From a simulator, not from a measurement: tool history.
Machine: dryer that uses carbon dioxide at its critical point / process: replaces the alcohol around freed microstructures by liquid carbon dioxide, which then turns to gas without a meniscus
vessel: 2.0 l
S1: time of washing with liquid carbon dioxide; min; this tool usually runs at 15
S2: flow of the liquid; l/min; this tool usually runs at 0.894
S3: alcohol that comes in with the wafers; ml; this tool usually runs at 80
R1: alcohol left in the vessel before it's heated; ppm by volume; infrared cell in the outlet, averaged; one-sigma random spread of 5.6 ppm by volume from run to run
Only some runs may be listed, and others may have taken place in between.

{"run": 1, "day": 0.0, "S1": 15, "S2": 0.894, "S3": 80, "R1": 295}
{"run": 2, "day": 0.242, "S1": 11, "S2": 0.894, "S3": 80, "R1": 1060}
{"run": 3, "day": 0.562, "S1": 15, "S2": 0.894, "S3": 80, "R1": 291}
{"run": 4, "day": 0.983, "S1": 15, "S2": 1.25, "S3": 80, "R1": 59}
{"run": 5, "day": 1.304, "S1": 15, "S2": 1.512, "S3": 80, "R1": 23}
{"run": 6, "day": 1.8, "S1": 15, "S2": 0.894, "S3": 80, "R1": 332}
{"run": 7, "day": 2.288, "S1": 15, "S2": 0.894, "S3": 80, "R1": 302}
{"run": 8, "day": 2.504, "S1": 15, "S2": 0.894, "S3": 80, "R1": 320}
{"run": 9, "day": 2.942, "S1": 15, "S2": 0.894, "S3": 80, "R1": 323}
{"run": 10, "day": 3.438, "S1": 15, "S2": 0.894, "S3": 80, "R1": 334}
{"run": 11, "day": 3.725, "S1": 15, "S2": 1.027, "S3": 80, "R1": 172}
{"run": 12, "day": 4.158, "S1": 15, "S2": 1.027, "S3": 80, "R1": 164}
{"run": 13, "day": 4.417, "S1": 15, "S2": 1.027, "S3": 80, "R1": 170}
{"run": 14, "day": 4.738, "S1": 15, "S2": 1.027, "S3": 80, "R1": 179}
{"run": 15, "day": 5.15, "S1": 15, "S2": 0.894, "S3": 37, "R1": 162}
{"run": 16, "day": 5.533, "S1": 15, "S2": 0.894, "S3": 47, "R1": 215}
{"run": 17, "day": 6.025, "S1": 15, "S2": 0.894, "S3": 47, "R1": 213}
{"run": 18, "day": 6.362, "S1": 15, "S2": 0.894, "S3": 47, "R1": 210}
{"run": 19, "day": 6.696, "S1": 15, "S2": 0.894, "S3": 64, "R1": 301}
{"run": 20, "day": 7.096, "S1": 15, "S2": 0.894, "S3": 80, "R1": 356}
{"run": 21, "day": 7.596, "S1": 15, "S2": 0.894, "S3": 80, "R1": 373}
{"run": 22, "day": 8.096, "S1": 15, "S2": 0.894, "S3": 80, "R1": 375}
{"run": 23, "day": 8.425, "S1": 22, "S2": 1.096, "S3": 80, "R1": 38}
{"run": 24, "day": 8.633, "S1": 14, "S2": 0.824, "S3": 80, "R1": 703}
{"run": 25, "day": 8.862, "S1": 14, "S2": 0.727, "S3": 115, "R1": 1651}
{"run": 26, "day": 9.242, "S1": 14, "S2": 1.289, "S3": 115, "R1": 122}
{"run": 27, "day": 9.658, "S1": 11, "S2": 0.894, "S3": 96, "R1": 1565}
{"run": 28, "day": 10.142, "S1": 11, "S2": 0.894, "S3": 96, "R1": 1576}
{"run": 29, "day": 10.504, "S1": 11, "S2": 0.894, "S3": 96, "R1": 1614}
{"day": 10.612, "done": "inlet filter changed"}
{"run": 30, "day": 10.958, "S1": 11, "S2": 0.894, "S3": 96, "R1": 888}
{"run": 31, "day": 11.396, "S1": 11, "S2": 0.873, "S3": 112, "R1": 1169}
{"run": 32, "day": 11.625, "S1": 15, "S2": 0.64, "S3": 80, "R1": 854}
{"run": 33, "day": 12.071, "S1": 15, "S2": 0.64, "S3": 80, "R1": 896}
{"run": 34, "day": 12.354, "S1": 15, "S2": 0.64, "S3": 80, "R1": 915}
{"run": 35, "day": 12.692, "S1": 15, "S2": 0.64, "S3": 80, "R1": 898}
{"run": 36, "day": 12.925, "S1": 18, "S2": 0.704, "S3": 21, "R1": 109}
{"run": 37, "day": 13.362, "S1": 18, "S2": 0.704, "S3": 78, "R1": 283}
{"run": 38, "day": 13.604, "S1": 18, "S2": 0.704, "S3": 78, "R1": 287}
{"run": 39, "day": 13.933, "S1": 11, "S2": 0.649, "S3": 80, "R1": 2361}
{"run": 40, "day": 14.275, "S1": 12, "S2": 1.418, "S3": 80, "R1": 85}
{"run": 41, "day": 14.554, "S1": 23, "S2": 0.894, "S3": 21, "R1": 35}
{"run": 42, "day": 14.892, "S1": 21, "S2": 0.894, "S3": 27, "R1": 31}
{"run": 43, "day": 15.404, "S1": 18, "S2": 1.074, "S3": 62, "R1": 44}
{"run": 44, "day": 15.654, "S1": 18, "S2": 0.767, "S3": 103, "R1": 250}

Here are 3 independent what-if runs from the current tool condition. What would each one return?
{"run": "A", "day": 15.933, "S1": 24, "S2": 1.189, "S3": 103, "R1": "?"}
{"run": "B", "day": 15.933, "S1": 10, "S2": 0.894, "S3": 24, "R1": "?"}
{"run": "C", "day": 15.933, "S1": 10, "S2": 1.171, "S3": 103, "R1": "?"}

run=A R1=35
run=B R1=389
run=C R1=532
With no hidden state in the tool, these same runs would have given:
run=A R1=1
run=B R1=312
run=C R1=422
